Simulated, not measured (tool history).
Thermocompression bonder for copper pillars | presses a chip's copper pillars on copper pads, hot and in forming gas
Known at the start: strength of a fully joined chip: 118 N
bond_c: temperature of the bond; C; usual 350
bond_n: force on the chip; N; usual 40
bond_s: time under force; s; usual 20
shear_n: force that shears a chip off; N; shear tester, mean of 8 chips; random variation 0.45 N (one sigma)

{"run": 1, "hour": 0.0, "bond_c": 350, "bond_n": 40, "bond_s": 20, "shear_n": 49.0}
{"run": 2, "hour": 5.8, "bond_c": 350, "bond_n": 40, "bond_s": 20, "shear_n": 48.8}
{"run": 3, "hour": 13.8, "bond_c": 350, "bond_n": 35, "bond_s": 20, "shear_n": 43.7}
{"run": 4, "hour": 20.6, "bond_c": 350, "bond_n": 35, "bond_s": 20, "shear_n": 43.5}
{"run": 5, "hour": 29.3, "bond_c": 350, "bond_n": 35, "bond_s": 20, "shear_n": 43.5}
{"run": 6, "hour": 39.4, "bond_c": 351, "bond_n": 40, "bond_s": 20, "shear_n": 48.9}
{"run": 7, "hour": 48.6, "bond_c": 351, "bond_n": 40, "bond_s": 20, "shear_n": 49.5}
{"run": 8, "hour": 56.2, "bond_c": 350, "bond_n": 40, "bond_s": 20, "shear_n": 49.6}
{"run": 9, "hour": 62.6, "bond_c": 352, "bond_n": 40, "bond_s": 20, "shear_n": 49.6}
{"run": 10, "hour": 67.4, "bond_c": 352, "bond_n": 40, "bond_s": 20, "shear_n": 50.4}
{"run": 11, "hour": 78.2, "bond_c": 352, "bond_n": 40, "bond_s": 20, "shear_n": 49.7}
{"run": 12, "hour": 88.4, "bond_c": 352, "bond_n": 40, "bond_s": 20, "shear_n": 50.0}
{"run": 13, "hour": 94.5, "bond_c": 350, "bond_n": 42, "bond_s": 20, "shear_n": 50.5}
{"run": 14, "hour": 101.3, "bond_c": 350, "bond_n": 42, "bond_s": 20, "shear_n": 51.0}
{"run": 15, "hour": 109.4, "bond_c": 350, "bond_n": 38, "bond_s": 20, "shear_n": 47.3}
{"run": 16, "hour": 117.4, "bond_c": 350, "bond_n": 40, "bond_s": 55, "shear_n": 67.8}
{"run": 17, "hour": 123.2, "bond_c": 350, "bond_n": 40, "bond_s": 55, "shear_n": 68.9}
{"run": 18, "hour": 130.7, "bond_c": 350, "bond_n": 40, "bond_s": 55, "shear_n": 68.8}
{"run": 19, "hour": 138.6, "bond_c": 350, "bond_n": 55, "bond_s": 55, "shear_n": 84.4}
{"run": 20, "hour": 143.7, "bond_c": 333, "bond_n": 40, "bond_s": 20, "shear_n": 41.9}
{"run": 21, "hour": 148.3, "bond_c": 352, "bond_n": 29, "bond_s": 53, "shear_n": 55.1}
{"run": 22, "hour": 160.3, "bond_c": 352, "bond_n": 29, "bond_s": 53, "shear_n": 50.3}
{"run": 23, "hour": 165.1, "bond_c": 352, "bond_n": 59, "bond_s": 53, "shear_n": 82.3}
{"run": 24, "hour": 170.4, "bond_c": 330, "bond_n": 38, "bond_s": 24, "shear_n": 37.3}
{"run": 25, "hour": 177.7, "bond_c": 350, "bond_n": 30, "bond_s": 15, "shear_n": 30.2}
{"run": 26, "hour": 182.2, "bond_c": 368, "bond_n": 45, "bond_s": 40, "shear_n": 70.4}
{"run": 27, "hour": 190.5, "bond_c": 350, "bond_n": 45, "bond_s": 20, "shear_n": 48.6}
{"run": 28, "hour": 197.7, "bond_c": 362, "bond_n": 30, "bond_s": 23, "shear_n": 40.2}
{"run": 29, "hour": 205.8, "bond_c": 368, "bond_n": 57, "bond_s": 27, "shear_n": 75.1}
{"run": 30, "hour": 212.2, "bond_c": 339, "bond_n": 38, "bond_s": 52, "shear_n": 55.2}
{"run": 31, "hour": 219.3, "bond_c": 339, "bond_n": 38, "bond_s": 52, "shear_n": 54.9}
{"run": 32, "hour": 228.5, "bond_c": 339, "bond_n": 38, "bond_s": 52, "shear_n": 55.8}
{"run": 33, "hour": 238.2, "bond_c": 357, "bond_n": 40, "bond_s": 20, "shear_n": 48.1}
{"run": 34, "hour": 247.2, "bond_c": 357, "bond_n": 40, "bond_s": 20, "shear_n": 47.0}
{"run": 35, "hour": 253.7, "bond_c": 322, "bond_n": 25, "bond_s": 40, "shear_n": 30.8}
{"run": 36, "hour": 260.7, "bond_c": 373, "bond_n": 52, "bond_s": 40, "shear_n": 82.1}
{"run": 37, "hour": 267.9, "bond_c": 373, "bond_n": 52, "bond_s": 40, "shear_n": 83.1}
{"run": 38, "hour": 274.7, "bond_c": 350, "bond_n": 40, "bond_s": 20, "shear_n": 46.5}
{"run": 39, "hour": 283.9, "bond_c": 358, "bond_n": 41, "bond_s": 12, "shear_n": 41.5}

Not shown: 2 entries that the log had between the listed runs. Between which runs, and how does the tool's hidden state differ before and after?
Between runs 21 and 22: heater calibrated with a thermocouple chip (hour 159.4)
  true temperature of the bond over the reading, C: 10.9 -> -0.1; oxide that the forming gas leaves, % of the face: 3.35 -> 3.39
  measured less the result without the state, shear_n: +3.4 -> -1.3 N
Between runs 34 and 35: forming gas filter changed (hour 250.6)
  oxide that the forming gas leaves, % of the face: 3.73 -> 0.56
  measured less the result without the state, shear_n: -1.1 -> +0.4 N
